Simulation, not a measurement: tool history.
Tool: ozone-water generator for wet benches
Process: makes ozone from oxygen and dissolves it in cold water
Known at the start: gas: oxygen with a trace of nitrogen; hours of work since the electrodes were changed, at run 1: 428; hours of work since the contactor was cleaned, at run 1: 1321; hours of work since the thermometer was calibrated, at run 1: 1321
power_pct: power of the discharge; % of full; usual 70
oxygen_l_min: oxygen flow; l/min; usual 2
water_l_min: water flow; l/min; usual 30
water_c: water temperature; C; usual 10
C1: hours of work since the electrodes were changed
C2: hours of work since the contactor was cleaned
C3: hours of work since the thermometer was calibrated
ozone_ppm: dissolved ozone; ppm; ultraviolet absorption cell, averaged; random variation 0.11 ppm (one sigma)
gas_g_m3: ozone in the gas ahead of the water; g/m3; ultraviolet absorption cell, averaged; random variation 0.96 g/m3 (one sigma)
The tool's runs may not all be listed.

Run 1, hour 0: usual settings; C1 428; C2 1321; C3 1321. Result: ozone_ppm 6.5 ppm, gas_g_m3 165.3 g/m3.
Run 2, hour 76: usual settings but water_c 8 C; C1 502; C2 1395; C3 1395. Result: ozone_ppm 6.5 ppm, gas_g_m3 164.7 g/m3.
Run 3, hour 170: usual settings but water_c 8 C; C1 593; C2 1486; C3 1486. Result: ozone_ppm 6.6 ppm, gas_g_m3 163.3 g/m3.
Run 4, hour 288.8: usual settings but water_c 8 C; C1 708; C2 1601; C3 1601. Result: ozone_ppm 6.6 ppm, gas_g_m3 165.3 g/m3.
Run 5, hour 385.4: usual settings but water_c 8 C; C1 802; C2 1695; C3 1695. Result: ozone_ppm 6.7 ppm, gas_g_m3 164.2 g/m3.
Run 6, hour 514.8: usual settings but water_l_min 31 l/min, water_c 8 C; C1 927; C2 1820; C3 1820. Result: ozone_ppm 6.4 ppm, gas_g_m3 164.3 g/m3.
Run 7, hour 651.3: usual settings; C1 1059; C2 1952; C3 1952. Result: ozone_ppm 6.5 ppm, gas_g_m3 164.7 g/m3.
Run 8, hour 788.5: usual settings; C1 1193; C2 2085; C3 2085. Result: ozone_ppm 6.5 ppm, gas_g_m3 164.5 g/m3.
Run 9, hour 920.3: usual settings but water_l_min 40 l/min; C1 1320; C2 2213; C3 2213. Result: ozone_ppm 4.8 ppm, gas_g_m3 165 g/m3.
Run 10, hour 980: usual settings; C1 1378; C2 2271; C3 2271. Result: ozone_ppm 6.5 ppm, gas_g_m3 162.4 g/m3.
At hour 1034.8: contactor cleaned.
Run 11, hour 1069.3: usual settings; C1 1461; C2 33; C3 2354. Result: ozone_ppm 6.4 ppm, gas_g_m3 166.3 g/m3.
Run 12, hour 1163.3: usual settings; C1 1552; C2 125; C3 2445. Result: ozone_ppm 6.6 ppm, gas_g_m3 166.1 g/m3.
Run 13, hour 1235: usual settings; C1 1622; C2 194; C3 2515. Result: ozone_ppm 6.6 ppm, gas_g_m3 164.3 g/m3.
Run 14, hour 1349.5: usual settings; C1 1733; C2 305; C3 2626. Result: ozone_ppm 6.4 ppm, gas_g_m3 163.7 g/m3.
Run 15, hour 1414.9: usual settings; C1 1796; C2 369; C3 2689. Result: ozone_ppm 6.6 ppm, gas_g_m3 165.5 g/m3.
Run 16, hour 1471.1: usual settings but power_pct 90 % of full; C1 1851; C2 423; C3 2744. Result: ozone_ppm 8.1 ppm, gas_g_m3 209.3 g/m3.
Run 17, hour 1597.1: usual settings but power_pct 71 % of full, oxygen_l_min 1.98 l/min, water_l_min 38 l/min, water_c 18 C; C1 1973; C2 545; C3 2866. Result: ozone_ppm 5 ppm, gas_g_m3 167.4 g/m3.
Run 18, hour 1715.5: usual settings but power_pct 47 % of full; C1 2088; C2 660; C3 2980. Result: ozone_ppm 4.5 ppm, gas_g_m3 112.4 g/m3.
Run 19, hour 1850: usual settings but power_pct 100 % of full, oxygen_l_min 1.79 l/min, water_l_min 35 l/min; C1 2218; C2 790; C3 3111. Result: ozone_ppm 7.3 ppm, gas_g_m3 243.4 g/m3.
Run 20, hour 1956.7: usual settings but power_pct 100 % of full, oxygen_l_min 1.68 l/min, water_l_min 35 l/min, water_c 6 C; C1 2321; C2 894; C3 3214. Result: ozone_ppm 7.2 ppm, gas_g_m3 253.3 g/m3.
Run 21, hour 2026.7: usual settings but power_pct 100 % of full, oxygen_l_min 1.68 l/min, water_l_min 35 l/min, water_c 6 C; C1 2389; C2 962; C3 3282. Result: ozone_ppm 7.3 ppm, gas_g_m3 252.6 g/m3.
Run 22, hour 2111.1: usual settings but power_pct 100 % of full, oxygen_l_min 1.68 l/min, water_l_min 35 l/min, water_c 6 C; C1 2471; C2 1044; C3 3364. Result: ozone_ppm 7.4 ppm, gas_g_m3 252 g/m3.
Run 23, hour 2171.7: usual settings but water_l_min 19 l/min; C1 2530; C2 1102; C3 3423. Result: ozone_ppm 10.4 ppm, gas_g_m3 165.4 g/m3.
Run 24, hour 2256.5: usual settings but power_pct 42 % of full; C1 2612; C2 1185; C3 3505. Result: ozone_ppm 4.2 ppm, gas_g_m3 100.8 g/m3.
Run 25, hour 2368.1: usual settings but power_pct 44 % of full, oxygen_l_min 1.93 l/min, water_c 11 C; C1 2720; C2 1293; C3 3613. Result: ozone_ppm 4.1 ppm, gas_g_m3 107.8 g/m3.
Run 26, hour 2456.3: usual settings but power_pct 68 % of full, oxygen_l_min 3.3 l/min, water_l_min 22 l/min, water_c 15 C; C1 2806; C2 1378; C3 3699. Result: ozone_ppm 9.4 ppm, gas_g_m3 124.2 g/m3.
Run 27, hour 2533: usual settings but power_pct 99 % of full, oxygen_l_min 3.3 l/min, water_l_min 48 l/min, water_c 8 C; C1 2880; C2 1453; C3 3773. Result: ozone_ppm 6.5 ppm, gas_g_m3 176.4 g/m3.
Run 28, hour 2664.6: usual settings but power_pct 99 % of full, oxygen_l_min 3.3 l/min, water_l_min 48 l/min, water_c 8 C; C1 3008; C2 1580; C3 3901. Result: ozone_ppm 6.6 ppm, gas_g_m3 178.7 g/m3.
Run 29, hour 2741.5: usual settings but power_pct 46 % of full; C1 3083; C2 1655; C3 3975. Result: ozone_ppm 4.3 ppm, gas_g_m3 109.7 g/m3.
Run 30, hour 2825.6: usual settings but power_pct 46 % of full; C1 3164; C2 1737; C3 4057. Result: ozone_ppm 4.7 ppm, gas_g_m3 111.2 g/m3.
Run 31, hour 2959.4: usual settings but power_pct 93 % of full; C1 3294; C2 1866; C3 4187. Result: ozone_ppm 8.7 ppm, gas_g_m3 215.9 g/m3.
Run 32, hour 3060.1: usual settings but power_pct 93 % of full; C1 3391; C2 1964; C3 4284. Result: ozone_ppm 8.5 ppm, gas_g_m3 216.3 g/m3.

Hidden state at the last listed run before each entry between runs and at the first one after, where it differs:
Between runs 10 and 11: contactor cleaned (hour 1034.8)
  contactor's efficiency, % of a clean one's: 99.9 -> 100
